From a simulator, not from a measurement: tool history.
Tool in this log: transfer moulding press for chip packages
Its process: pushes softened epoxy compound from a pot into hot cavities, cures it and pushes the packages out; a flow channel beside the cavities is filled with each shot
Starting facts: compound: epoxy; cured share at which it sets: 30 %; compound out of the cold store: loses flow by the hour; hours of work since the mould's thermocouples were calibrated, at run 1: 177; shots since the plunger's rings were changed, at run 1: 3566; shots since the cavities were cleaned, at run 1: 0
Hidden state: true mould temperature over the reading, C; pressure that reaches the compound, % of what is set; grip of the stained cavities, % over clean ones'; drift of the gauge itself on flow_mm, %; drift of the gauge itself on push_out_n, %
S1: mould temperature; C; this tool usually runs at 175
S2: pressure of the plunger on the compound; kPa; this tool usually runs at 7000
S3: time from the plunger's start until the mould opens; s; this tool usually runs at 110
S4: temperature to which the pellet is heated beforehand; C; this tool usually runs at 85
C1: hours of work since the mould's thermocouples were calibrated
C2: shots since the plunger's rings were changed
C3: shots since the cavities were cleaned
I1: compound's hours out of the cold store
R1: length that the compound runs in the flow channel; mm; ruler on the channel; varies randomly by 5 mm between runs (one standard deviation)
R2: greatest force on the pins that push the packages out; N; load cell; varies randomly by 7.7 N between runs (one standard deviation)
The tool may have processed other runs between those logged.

run,hour,S1,S2,S3,S4,C1,C2,C3,I1,R1,R2
1,0.0,175,7000,110,85,177,3566,0,43.8,726,337
2,6.5,175,7000,110,85,182,3646,80,10.5,788,384
3,15.7,175,7000,113,85,189,3758,192,46.3,714,420
4,23.1,175,7000,113,85,195,3848,282,34.5,736,459
5,27.7,175,7000,110,81,198,3903,337,24.2,768,500
6,34.9,175,7000,110,87,204,3991,425,26.9,761,501
# hour 42.5: cavities cleaned with cleaning compound and waxed
7,46.5,175,7000,110,87,212,4114,48,17.0,782,370
8,53.1,175,7000,110,85,217,4195,129,31.8,737,386
9,60.5,175,7000,110,85,223,4285,219,23.2,757,452
10,66.0,171,7000,110,85,228,4351,285,45.3,722,545
11,71.9,171,7000,110,75,232,4423,357,24.4,767,610
12,81.7,171,7000,110,75,240,4542,476,18.0,792,667
# hour 85.2: cavities cleaned with cleaning compound and waxed
13,90.1,175,7000,110,85,245,4627,60,43.7,715,371
14,98.8,175,7000,110,85,252,4732,165,41.8,713,412
15,105.2,173,8040,110,85,257,4810,243,11.9,852,497
16,111.0,175,7000,149,84,262,4880,313,41.6,723,426
17,118.0,177,5590,110,85,267,4965,398,22.2,680,492
18,125.7,173,7000,110,87,274,5060,493,20.6,773,583
# hour 128.0: cavities cleaned with cleaning compound and waxed
# hour 132.6: plunger's sealing rings changed
19,137.6,173,7000,110,87,280,62,87,44.0,748,413
20,147.0,175,8210,102,85,287,175,200,15.8,881,486
21,153.1,177,7000,110,82,292,250,275,10.3,821,444
22,157.8,182,7170,138,85,296,307,332,30.9,758,415
23,165.8,175,7000,105,83,302,404,429,18.9,803,560

For run 24, what comes out?
24,171.1,172,7000,105,83,306,469,494,26.1,?,?

Logged for run 24: R1 785 mm, R2 657 N.
Were there no unlogged condition in the tool, this run, its random variation unchanged, would have produced R1 788 mm, R2 401 N.
